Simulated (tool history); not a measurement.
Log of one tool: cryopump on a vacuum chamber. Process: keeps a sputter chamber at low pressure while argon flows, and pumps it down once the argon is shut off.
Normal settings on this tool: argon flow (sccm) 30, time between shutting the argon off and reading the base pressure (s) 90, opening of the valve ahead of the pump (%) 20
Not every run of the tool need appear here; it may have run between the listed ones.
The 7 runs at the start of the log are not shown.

| run | day | argon flow (sccm) | time between shutting the argon off and reading the base pressure (s) | opening of the valve ahead of the pump (%) | hours of work since the pump was warmed up and emptied | hours of work since the cold head was overhauled | hours of work since the chamber's fittings were tightened | pressure while argon flows (Pa) | pressure after the wait (uPa) |
|---|---|---|---|---|---|---|---|---|---|
| 8 | 16.075 | 20 | 90 | 20 | 202 | 830 | 1741 | 0.0681 | 1.28 |
| 9 | 18.646 | 30 | 69 | 20 | 243 | 872 | 1782 | 0.1033 | 1.38 |
| 10 | 21.396 | 30 | 69 | 20 | 287 | 916 | 1826 | 0.1024 | 1.43 |
| 11 | 23.017 | 30 | 69 | 20 | 314 | 942 | 1853 | 0.103 | 1.48 |
| 12 | 25.75 | 30 | 69 | 20 | 358 | 986 | 1897 | 0.1035 | 1.49 |
| 13 | 27.825 | 30 | 90 | 59 | 391 | 1020 | 1930 | 0.0367 | 1.34 |
| 14 | 29.054 | 30 | 90 | 59 | 411 | 1040 | 1950 | 0.0377 | 1.44 |
| 15 | 31.15 | 30 | 90 | 59 | 445 | 1073 | 1984 | 0.0373 | 1.46 |
| 16 | 33.867 | 30 | 90 | 59 | 489 | 1117 | 2028 | 0.0376 | 1.4 |

Predict the results of run 17:
| 17 | 35.354 | 30 | 90 | 59 | 513 | 1141 | 2052 | ? | ? |

pressure while argon flows (Pa): 0.0373
pressure after the wait (uPa): 1.4
On a tool with no hidden condition, and with the same random variation, this run would have come out at pressure while argon flows (Pa) 0.0343, pressure after the wait (uPa) 0.48.
